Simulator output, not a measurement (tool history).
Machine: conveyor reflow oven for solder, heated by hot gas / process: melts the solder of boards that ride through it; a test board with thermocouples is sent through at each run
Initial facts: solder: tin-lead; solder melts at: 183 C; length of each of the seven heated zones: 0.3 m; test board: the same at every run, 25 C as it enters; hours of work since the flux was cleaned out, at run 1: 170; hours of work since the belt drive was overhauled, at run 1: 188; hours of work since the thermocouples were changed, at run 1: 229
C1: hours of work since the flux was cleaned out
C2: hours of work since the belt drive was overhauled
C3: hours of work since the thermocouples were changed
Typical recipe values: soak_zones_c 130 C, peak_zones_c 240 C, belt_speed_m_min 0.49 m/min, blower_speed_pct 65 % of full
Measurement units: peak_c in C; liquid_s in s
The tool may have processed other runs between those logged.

run 1 hour=0 | soak_zones_c=130 peak_zones_c=240 belt_speed_m_min=0.49 blower_speed_pct=65 | C1=170 C2=188 C3=229 | peak_c=212.8 liquid_s=47.3
run 2 hour=15.2 | soak_zones_c=126 peak_zones_c=240 belt_speed_m_min=0.49 blower_speed_pct=65 | C1=180 C2=198 C3=239 | peak_c=211.6 liquid_s=45
run 3 hour=35.8 | soak_zones_c=126 peak_zones_c=240 belt_speed_m_min=0.49 blower_speed_pct=54 | C1=194 C2=212 C3=253 | peak_c=205.5 liquid_s=37.7
run 4 hour=57.1 | soak_zones_c=130 peak_zones_c=240 belt_speed_m_min=0.49 blower_speed_pct=65 | C1=209 C2=227 C3=268 | peak_c=212.4 liquid_s=46.8
-- hour=69.5 flux residue cleaned out of gas plates and filters
run 5 hour=80.4 | soak_zones_c=130 peak_zones_c=240 belt_speed_m_min=0.49 blower_speed_pct=65 | C1=7 C2=240 C3=281 | peak_c=214.7 liquid_s=48.6
run 6 hour=91.7 | soak_zones_c=118 peak_zones_c=240 belt_speed_m_min=0.49 blower_speed_pct=65 | C1=15 C2=247 C3=288 | peak_c=211.5 liquid_s=43.2
run 7 hour=111.9 | soak_zones_c=130 peak_zones_c=240 belt_speed_m_min=0.555 blower_speed_pct=65 | C1=29 C2=261 C3=302 | peak_c=208.4 liquid_s=37.6
run 8 hour=123 | soak_zones_c=130 peak_zones_c=240 belt_speed_m_min=0.49 blower_speed_pct=58 | C1=37 C2=269 C3=310 | peak_c=210.4 liquid_s=44.8
run 9 hour=141.5 | soak_zones_c=130 peak_zones_c=240 belt_speed_m_min=0.49 blower_speed_pct=58 | C1=49 C2=281 C3=323 | peak_c=210.1 liquid_s=45.1
run 10 hour=158.2 | soak_zones_c=130 peak_zones_c=247 belt_speed_m_min=0.49 blower_speed_pct=58 | C1=61 C2=293 C3=334 | peak_c=215.6 liquid_s=50.1
run 11 hour=174.1 | soak_zones_c=130 peak_zones_c=247 belt_speed_m_min=0.49 blower_speed_pct=58 | C1=72 C2=304 C3=345 | peak_c=215.7 liquid_s=49.7
run 12 hour=184.4 | soak_zones_c=130 peak_zones_c=247 belt_speed_m_min=0.49 blower_speed_pct=58 | C1=79 C2=311 C3=352 | peak_c=215.9 liquid_s=49.8
run 13 hour=206.6 | soak_zones_c=115 peak_zones_c=229 belt_speed_m_min=0.412 blower_speed_pct=75 | C1=94 C2=326 C3=367 | peak_c=212.4 liquid_s=54.1
run 14 hour=228.2 | soak_zones_c=139 peak_zones_c=240 belt_speed_m_min=0.432 blower_speed_pct=65 | C1=109 C2=341 C3=382 | peak_c=221 liquid_s=65.3
run 15 hour=237.2 | soak_zones_c=132 peak_zones_c=240 belt_speed_m_min=0.49 blower_speed_pct=65 | C1=115 C2=347 C3=389 | peak_c=214 liquid_s=49.9
run 16 hour=252.9 | soak_zones_c=132 peak_zones_c=250 belt_speed_m_min=0.49 blower_speed_pct=65 | C1=126 C2=358 C3=399 | peak_c=222.5 liquid_s=55.7
run 17 hour=265.6 | soak_zones_c=132 peak_zones_c=250 belt_speed_m_min=0.49 blower_speed_pct=65 | C1=135 C2=367 C3=408 | peak_c=221.9 liquid_s=56.1
run 18 hour=282.5 | soak_zones_c=118 peak_zones_c=254 belt_speed_m_min=0.49 blower_speed_pct=65 | C1=146 C2=378 C3=420 | peak_c=221.9 liquid_s=51.8
run 19 hour=296.5 | soak_zones_c=120 peak_zones_c=254 belt_speed_m_min=0.49 blower_speed_pct=78 | C1=156 C2=388 C3=429 | peak_c=228.7 liquid_s=57.6
run 20 hour=309.6 | soak_zones_c=120 peak_zones_c=254 belt_speed_m_min=0.49 blower_speed_pct=78 | C1=165 C2=397 C3=438 | peak_c=228.2 liquid_s=57.3
run 21 hour=330.1 | soak_zones_c=130 peak_zones_c=231 belt_speed_m_min=0.49 blower_speed_pct=65 | C1=179 C2=411 C3=452 | peak_c=206.1 liquid_s=41
run 22 hour=350.3 | soak_zones_c=123 peak_zones_c=237 belt_speed_m_min=0.49 blower_speed_pct=61 | C1=193 C2=425 C3=466 | peak_c=207 liquid_s=39.3

4 ways to go on from here, each from the tool as it stands after run 22. What would each give?
run A hour=367.2 | soak_zones_c=134 peak_zones_c=240 belt_speed_m_min=0.49 blower_speed_pct=53 | C1=205 C2=437 C3=478 | peak_c=? liquid_s=?
run B hour=367.2 | soak_zones_c=134 peak_zones_c=237 belt_speed_m_min=0.529 blower_speed_pct=52 | C1=205 C2=437 C3=478 | peak_c=? liquid_s=?
run C hour=367.2 | soak_zones_c=141 peak_zones_c=236 belt_speed_m_min=0.49 blower_speed_pct=61 | C1=205 C2=437 C3=478 | peak_c=? liquid_s=?
run D hour=367.2 | soak_zones_c=130 peak_zones_c=235 belt_speed_m_min=0.428 blower_speed_pct=64 | C1=205 C2=437 C3=478 | peak_c=? liquid_s=?

run=A peak_c=207.8 liquid_s=42.8
run=B peak_c=201.2 liquid_s=31.4
run=C peak_c=210.9 liquid_s=49.2
run=D peak_c=214.1 liquid_s=56.3
Without the tool's unlogged condition, the same runs would have read:
run=A peak_c=208.2 liquid_s=43.1
run=B peak_c=201.7 liquid_s=32
run=C peak_c=211.4 liquid_s=49.5
run=D peak_c=214.5 liquid_s=56.6
